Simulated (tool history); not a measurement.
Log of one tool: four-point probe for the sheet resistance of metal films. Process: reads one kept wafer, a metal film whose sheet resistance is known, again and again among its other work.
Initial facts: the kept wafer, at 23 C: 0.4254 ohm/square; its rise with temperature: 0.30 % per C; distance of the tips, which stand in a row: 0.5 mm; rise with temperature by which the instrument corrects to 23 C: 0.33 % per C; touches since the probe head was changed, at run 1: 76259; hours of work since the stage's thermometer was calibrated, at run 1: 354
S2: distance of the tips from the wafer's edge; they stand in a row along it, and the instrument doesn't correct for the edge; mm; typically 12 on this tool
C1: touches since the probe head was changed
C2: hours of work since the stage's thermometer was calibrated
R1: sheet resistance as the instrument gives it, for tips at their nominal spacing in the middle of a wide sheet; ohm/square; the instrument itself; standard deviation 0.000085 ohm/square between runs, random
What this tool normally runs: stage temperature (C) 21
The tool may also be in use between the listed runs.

Run 1, hour 0.0: usual settings; C1 76259; C2 354. Result: R1 0.426280 ohm/square.
Run 2, hour 82.6: usual settings; C1 79178; C2 396. Result: R1 0.425943 ohm/square.
Run 3, hour 168.6: usual settings; C1 82217; C2 440. Result: R1 0.425922 ohm/square.
Run 4, hour 241.1: usual settings but stage temperature (C) 27; C1 84782; C2 477. Result: R1 0.425491 ohm/square.
Run 5, hour 285.3: usual settings but stage temperature (C) 27; C1 86345; C2 499. Result: R1 0.425262 ohm/square.
Run 6, hour 356.5: usual settings; C1 88862; C2 536. Result: R1 0.426078 ohm/square.
Run 7, hour 405.9: usual settings; C1 90605; C2 561. Result: R1 0.426006 ohm/square.
Run 8, hour 442.7: usual settings but stage temperature (C) 25; C1 91909; C2 579. Result: R1 0.425651 ohm/square.
Run 9, hour 499.7: usual settings but stage temperature (C) 25; C1 93923; C2 608. Result: R1 0.425585 ohm/square.
Run 10, hour 545.5: usual settings but stage temperature (C) 25; C1 95540; C2 632. Result: R1 0.425522 ohm/square.
Run 11, hour 591.4: usual settings but stage temperature (C) 19; C1 97165; C2 655. Result: R1 0.426244 ohm/square.
Run 12, hour 676.9: usual settings but S2 15 mm; C1 100187; C2 699. Result: R1 0.425904 ohm/square.
Run 13, hour 713.1: usual settings but S2 15 mm; C1 101465; C2 717. Result: R1 0.425940 ohm/square.
Run 14, hour 790.0: usual settings but S2 15 mm; C1 104184; C2 756. Result: R1 0.426025 ohm/square.
Run 15, hour 847.8: usual settings; C1 106227; C2 786. Result: R1 0.425978 ohm/square.
Run 16, hour 885.9: usual settings but stage temperature (C) 18; C1 107574; C2 805. Result: R1 0.426482 ohm/square.
Run 17, hour 931.9: usual settings but stage temperature (C) 18; C1 109201; C2 829. Result: R1 0.426346 ohm/square.
Run 18, hour 1004.9: usual settings but stage temperature (C) 27, S2 11 mm; C1 111779; C2 866. Result: R1 0.425361 ohm/square.
Run 19, hour 1055.6: usual settings but stage temperature (C) 32, S2 4 mm; C1 113573; C2 892. Result: R1 0.427993 ohm/square.
Run 20, hour 1109.7: usual settings but stage temperature (C) 22, S2 42 mm; C1 115486; C2 919. Result: R1 0.425653 ohm/square.
Run 21, hour 1145.8: usual settings but stage temperature (C) 23, S2 10 mm; C1 116760; C2 938. Result: R1 0.426081 ohm/square.
Run 22, hour 1204.1: usual settings but stage temperature (C) 23, S2 10 mm; C1 118823; C2 967. Result: R1 0.425914 ohm/square.
Run 23, hour 1274.0: usual settings but stage temperature (C) 35, S2 51 mm; C1 121294; C2 1003. Result: R1 0.424097 ohm/square.
Run 24, hour 1310.5: usual settings but stage temperature (C) 35, S2 51 mm; C1 122584; C2 1022. Result: R1 0.424310 ohm/square.
Run 25, hour 1366.3: usual settings but stage temperature (C) 35, S2 51 mm; C1 124554; C2 1050. Result: R1 0.424093 ohm/square.
Run 26, hour 1440.6: usual settings but stage temperature (C) 35, S2 51 mm; C1 127180; C2 1088. Result: R1 0.424284 ohm/square.
Run 27, hour 1490.3: usual settings but stage temperature (C) 35, S2 51 mm; C1 128939; C2 1113. Result: R1 0.423968 ohm/square.
Run 28, hour 1573.3: usual settings but stage temperature (C) 35, S2 51 mm; C1 131872; C2 1155. Result: R1 0.424272 ohm/square.

Estimate the outcome of run 29 from the log above:
Run 29, hour 1653.8: usual settings but stage temperature (C) 23, S2 23 mm; C1 134717; C2 1196. Result: R1 ?.

Run 29 gave R1 0.425399 ohm/square.
Were there no unlogged condition in the tool, this run, its random variation unchanged, would have produced R1 0.425354 ohm/square.
